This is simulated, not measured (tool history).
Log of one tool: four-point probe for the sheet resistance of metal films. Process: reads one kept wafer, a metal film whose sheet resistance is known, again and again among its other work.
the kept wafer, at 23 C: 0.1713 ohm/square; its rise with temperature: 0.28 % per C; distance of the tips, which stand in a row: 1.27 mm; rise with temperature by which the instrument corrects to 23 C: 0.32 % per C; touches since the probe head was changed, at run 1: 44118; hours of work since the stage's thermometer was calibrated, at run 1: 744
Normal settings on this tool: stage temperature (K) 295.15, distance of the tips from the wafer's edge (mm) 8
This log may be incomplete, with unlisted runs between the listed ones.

run,hour,stage temperature (K),distance of the tips from the wafer's edge (mm),touches since the probe head was changed,hours of work since the stage's thermometer was calibrated,sheet resistance as the instrument gives it (ohm/square)
1,0,295.15,8,44118,744,0.173695
2,34.1,295.15,8,45601,769,0.17366
3,92.1,295.15,8,48124,811,0.173624
4,150.5,295.15,8,50665,854,0.173746
5,198.9,295.15,30,52772,889,0.171561
6,232.2,295.15,30,54222,914,0.171576
7,261.5,299.15,8,55494,935,0.173419
8,293.7,299.15,8,56897,959,0.173456
9,340.1,299.15,8,58914,993,0.17341
10,398.3,297.15,8,61449,1036,0.173628
11,452.5,297.15,8,63804,1075,0.173567
12,491.3,297.15,8,65493,1104,0.173563
13,536,305.15,5,67440,1137,0.176599
14,568,294.15,36,68830,1160,0.17153
15,597.4,299.15,16,70110,1182,0.17175
16,636.1,292.15,44,71795,1210,0.17163
17,678.5,301.15,44,73639,1241,0.171114
18,726.3,301.15,44,75718,1276,0.171086

Here are 3 independent what-if runs from the current tool condition. What would each one return?
A,759.8,292.15,67,77175,1301,?
B,759.8,301.15,17,77175,1301,?
C,759.8,307.15,59,77175,1301,?

run,sheet resistance as the instrument gives it (ohm/square)
A,0.171586
B,0.171532
C,0.170764
Stripped of hidden state, with their random variation kept, the same runs would have yielded:
run,sheet resistance as the instrument gives it (ohm/square)
A,0.171571
B,0.171517
C,0.170749
